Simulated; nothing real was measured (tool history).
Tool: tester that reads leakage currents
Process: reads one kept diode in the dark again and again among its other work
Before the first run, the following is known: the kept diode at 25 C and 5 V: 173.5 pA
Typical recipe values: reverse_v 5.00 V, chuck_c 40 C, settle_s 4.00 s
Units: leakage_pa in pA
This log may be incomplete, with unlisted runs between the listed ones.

run    hour  reverse_v  chuck_c  settle_s  leakage_pa
  1     0.0       5.00       40      4.00      616.40
  2   177.9       5.00       40      4.00      611.79
  3   285.6       5.00       40      4.00      609.87
  4   387.2       5.00       37      4.00      465.23
      542.9  -- probe card cleaned and baked
  5   557.8       3.28       40      4.00      483.55
      591.6  -- chuck's temperature calibrated
  6   685.2       3.28       40      4.00      448.04
  7   857.5       3.28       40      4.00      446.94
  8  1072.2       3.28       40      4.00      442.63
  9  1204.9       3.28       40      4.00      438.88
 10  1410.8       3.28       40      4.00      436.59
 11  1544.4       1.65       40      4.00      308.12
     1603.6  -- chuck's temperature calibrated, once more
 12  1644.4       1.65       40      4.00      386.47
 13  1811.6       1.65       40      4.00      385.47
 14  2028.7       5.00       40      4.00      670.99
 15  2200.0       5.00       40      4.00      666.26
 16  2403.0       5.00       40      4.00      659.88
 17  2513.9       5.00       55      0.56     2312.78
 18  2697.1       5.00       55      0.56     2294.54
 19  2900.7       5.00       55      0.56     2283.82
 20  3058.7      12.79       55      4.00     3688.49
 21  3236.6      12.79       55      4.00     3627.62
 22  3419.4       2.07       28      1.87      138.14
 23  3520.9       2.07       28      1.87      137.56
 24  3621.9      14.44       40      4.00     1095.67
 25  3784.5      14.44       40      4.00     1092.07
 26  3948.4       1.09       40      0.51      291.48
 27  4126.6       1.09       40      0.51      288.89
 28  4343.6      13.62       23      2.56      222.06
 29  4441.0      19.70       40      4.00     1258.11

Alternative continuations, all from the tool just after run 29; predict every row:
  A  4562.7       1.73       32      2.08           ?
  B  4562.7       4.34       56      3.45           ?
  C  4562.7       5.41       39      7.92           ?
  D  4562.7       8.64       40      4.00           ?

run  leakage_pa
  A      174.89
  B     2193.11
  C      592.74
  D      818.17
Without the tool's hidden state the same runs would have given:
run  leakage_pa
  A      194.00
  B     2413.84
  C      655.37
  D      903.59
